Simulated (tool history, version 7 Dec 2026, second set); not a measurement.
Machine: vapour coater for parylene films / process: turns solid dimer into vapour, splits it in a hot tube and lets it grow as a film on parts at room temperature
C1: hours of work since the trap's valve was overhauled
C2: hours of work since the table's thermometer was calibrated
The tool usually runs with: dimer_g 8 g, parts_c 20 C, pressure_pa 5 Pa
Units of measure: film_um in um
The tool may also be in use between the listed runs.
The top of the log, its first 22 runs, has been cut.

At hour 325.3: trap's valve overhauled.
Run 23, hour 332.9: usual settings but pressure_pa 3.94 Pa; C1 6; C2 649. Result: film_um 2.83 um.
Run 24, hour 344.1: usual settings but pressure_pa 3.94 Pa; C1 16; C2 659. Result: film_um 2.87 um.
Run 25, hour 356.9: usual settings but pressure_pa 3.94 Pa; C1 27; C2 670. Result: film_um 2.9 um.
Run 26, hour 377.1: usual settings but dimer_g 4 g; C1 44; C2 687. Result: film_um 1.39 um.
Run 27, hour 387.7: usual settings but parts_c 31 C, pressure_pa 10.1 Pa; C1 53; C2 696. Result: film_um 1.66 um.
Run 28, hour 407: usual settings; C1 69; C2 712. Result: film_um 2.79 um.
Run 29, hour 422: usual settings but dimer_g 7 g; C1 82; C2 725. Result: film_um 2.44 um.
Run 30, hour 435.8: usual settings but dimer_g 5 g, parts_c 13 C, pressure_pa 2.36 Pa; C1 93; C2 736. Result: film_um 2.21 um.
Run 31, hour 453.9: usual settings but dimer_g 5 g, parts_c 13 C, pressure_pa 2.36 Pa; C1 108; C2 752. Result: film_um 2.21 um.
Run 32, hour 467.1: usual settings but dimer_g 5 g, parts_c 13 C, pressure_pa 2.36 Pa; C1 120; C2 763. Result: film_um 2.21 um.
Run 33, hour 479.5: usual settings but dimer_g 5 g, parts_c 13 C, pressure_pa 2.36 Pa; C1 130; C2 773. Result: film_um 2.22 um.
Run 34, hour 497.1: usual settings but dimer_g 5 g, parts_c 13 C, pressure_pa 2.36 Pa; C1 145; C2 788. Result: film_um 2.23 um.
Run 35, hour 514.5: usual settings but dimer_g 5 g, parts_c 13 C, pressure_pa 2.36 Pa; C1 160; C2 803. Result: film_um 2.21 um.
Run 36, hour 532.4: usual settings but parts_c 25 C, pressure_pa 4.69 Pa; C1 175; C2 818. Result: film_um 2.32 um.
Run 37, hour 543.9: usual settings but parts_c 25 C, pressure_pa 4.69 Pa; C1 184; C2 828. Result: film_um 2.29 um.
Run 38, hour 554: usual settings but dimer_g 13 g, pressure_pa 9.37 Pa; C1 193; C2 836. Result: film_um 4.12 um.
Run 39, hour 567.3: usual settings but dimer_g 4 g; C1 204; C2 847. Result: film_um 1.39 um.
Run 40, hour 580.7: usual settings but dimer_g 4 g; C1 216; C2 859. Result: film_um 1.38 um.
Run 41, hour 596: usual settings but dimer_g 7 g, parts_c 26 C, pressure_pa 4.03 Pa; C1 228; C2 872. Result: film_um 1.99 um.
Run 42, hour 615.8: usual settings but dimer_g 7 g, parts_c 26 C, pressure_pa 4.03 Pa; C1 245; C2 888. Result: film_um 1.99 um.
Run 43, hour 635.3: usual settings but dimer_g 9 g; C1 262; C2 905. Result: film_um 3.09 um.
Run 44, hour 655.4: usual settings but dimer_g 4 g, pressure_pa 3.01 Pa; C1 279; C2 922. Result: film_um 1.5 um.
Run 45, hour 664.6: usual settings but dimer_g 4 g, pressure_pa 3.01 Pa; C1 286; C2 929. Result: film_um 1.49 um.
Run 46, hour 674.8: usual settings but dimer_g 4 g, pressure_pa 3.01 Pa; C1 295; C2 938. Result: film_um 1.49 um.

4 ways to go on from here, each from the tool as it stands after run 46. What would each give?
Run A, hour 685.1: usual settings but dimer_g 10 g, parts_c 17 C, pressure_pa 3.01 Pa; C1 304; C2 947. Result: film_um ?.
Run B, hour 685.1: usual settings but dimer_g 6 g, pressure_pa 3.01 Pa; C1 304; C2 947. Result: film_um ?.
Run C, hour 685.1: usual settings but dimer_g 4 g, parts_c 17 C, pressure_pa 3.74 Pa; C1 304; C2 947. Result: film_um ?.
Run D, hour 685.1: usual settings but dimer_g 7 g, parts_c 23 C; C1 304; C2 947. Result: film_um ?.

run  film_um
  A     4.18
  B     2.24
  C     1.59
  D     2.16
With no hidden state in the tool, these same runs would have given:
run  film_um
  A     4.19
  B     2.25
  C      1.6
  D     2.17

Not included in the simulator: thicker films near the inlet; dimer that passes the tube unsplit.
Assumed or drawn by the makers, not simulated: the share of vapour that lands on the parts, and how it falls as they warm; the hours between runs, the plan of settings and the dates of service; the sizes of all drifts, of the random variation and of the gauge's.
